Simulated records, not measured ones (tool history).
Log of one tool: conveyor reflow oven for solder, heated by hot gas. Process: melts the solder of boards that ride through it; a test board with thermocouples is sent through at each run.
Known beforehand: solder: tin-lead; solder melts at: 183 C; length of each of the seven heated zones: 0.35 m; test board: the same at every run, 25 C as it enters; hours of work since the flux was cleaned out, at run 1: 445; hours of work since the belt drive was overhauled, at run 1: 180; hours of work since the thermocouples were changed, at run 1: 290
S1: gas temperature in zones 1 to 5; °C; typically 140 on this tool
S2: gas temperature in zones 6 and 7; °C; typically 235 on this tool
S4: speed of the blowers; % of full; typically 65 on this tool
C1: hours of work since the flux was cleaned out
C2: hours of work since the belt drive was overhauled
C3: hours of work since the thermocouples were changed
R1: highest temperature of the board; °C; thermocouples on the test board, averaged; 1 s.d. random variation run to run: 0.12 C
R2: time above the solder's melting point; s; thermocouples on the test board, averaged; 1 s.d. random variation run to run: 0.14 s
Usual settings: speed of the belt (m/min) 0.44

Run 1, day 0: usual settings; C1 445; C2 180; C3 290. Result: R1 212.3 °C, R2 65.7 s.
Run 2, day 0.642: usual settings; C1 452; C2 187; C3 297. Result: R1 212.5 °C, R2 65.7 s.
Run 3, day 1.35: usual settings; C1 460; C2 195; C3 305. Result: R1 212.4 °C, R2 65.7 s.
Run 4, day 2.292: usual settings but S2 244 °C; C1 470; C2 205; C3 316. Result: R1 219.6 °C, R2 73.5 s.
Run 5, day 2.762: usual settings but S2 245 °C; C1 475; C2 211; C3 321. Result: R1 220.6 °C, R2 74.1 s.
At day 2.979: belt drive overhauled, speed set with a stopwatch.
Run 6, day 3.358: usual settings but S2 245 °C; C1 480; C2 4; C3 326. Result: R1 220.7 °C, R2 74.4 s.
Run 7, day 4.192: usual settings; C1 490; C2 13; C3 335. Result: R1 212.2 °C, R2 65.3 s.
At day 4.583: flux residue cleaned out of gas plates and filters.
At day 5.075: belt drive overhauled, speed set with a stopwatch, once more.
Run 8, day 5.262: usual settings; C1 6; C2 2; C3 343. Result: R1 215.5 °C, R2 70 s.
Run 9, day 5.904: usual settings but speed of the belt (m/min) 0.442, S4 68 % of full; C1 13; C2 9; C3 350. Result: R1 216.1 °C, R2 70.4 s.
Run 10, day 6.442: usual settings but speed of the belt (m/min) 0.358; C1 19; C2 15; C3 356. Result: R1 222 °C, R2 94.9 s.
Run 11, day 6.904: usual settings but speed of the belt (m/min) 0.358; C1 24; C2 20; C3 361. Result: R1 222 °C, R2 95.1 s.
Run 12, day 7.462: usual settings but S2 247 °C, S4 85 % of full; C1 30; C2 27; C3 367. Result: R1 231.6 °C, R2 83.8 s.
Run 13, day 8.058: usual settings but S2 236 °C, speed of the belt (m/min) 0.473, S4 59 % of full; C1 37; C2 33; C3 374. Result: R1 211 °C, R2 59 s.

3 options for the next run, each taken on its own from the tool as it stands now. Forecast them:
Run A, day 8.712: usual settings but S1 126 °C; C1 44; C2 40; C3 381. Result: R1 ?, R2 ?.
Run B, day 8.712: usual settings but S2 243 °C, speed of the belt (m/min) 0.429, S4 55 % of full; C1 44; C2 40; C3 381. Result: R1 ?, R2 ?.
Run C, day 8.712: usual settings but S1 133 °C, S2 236 °C, speed of the belt (m/min) 0.473; C1 44; C2 40; C3 381. Result: R1 ?, R2 ?.

run     R1    R2
  A  212.5  60.2
  B  218.9  74.5
  C  211.7  57.5
With no hidden state in the tool, these same runs would have given:
run     R1    R2
  A  212.6  60.3
  B    219  74.5
  C  211.8  57.7

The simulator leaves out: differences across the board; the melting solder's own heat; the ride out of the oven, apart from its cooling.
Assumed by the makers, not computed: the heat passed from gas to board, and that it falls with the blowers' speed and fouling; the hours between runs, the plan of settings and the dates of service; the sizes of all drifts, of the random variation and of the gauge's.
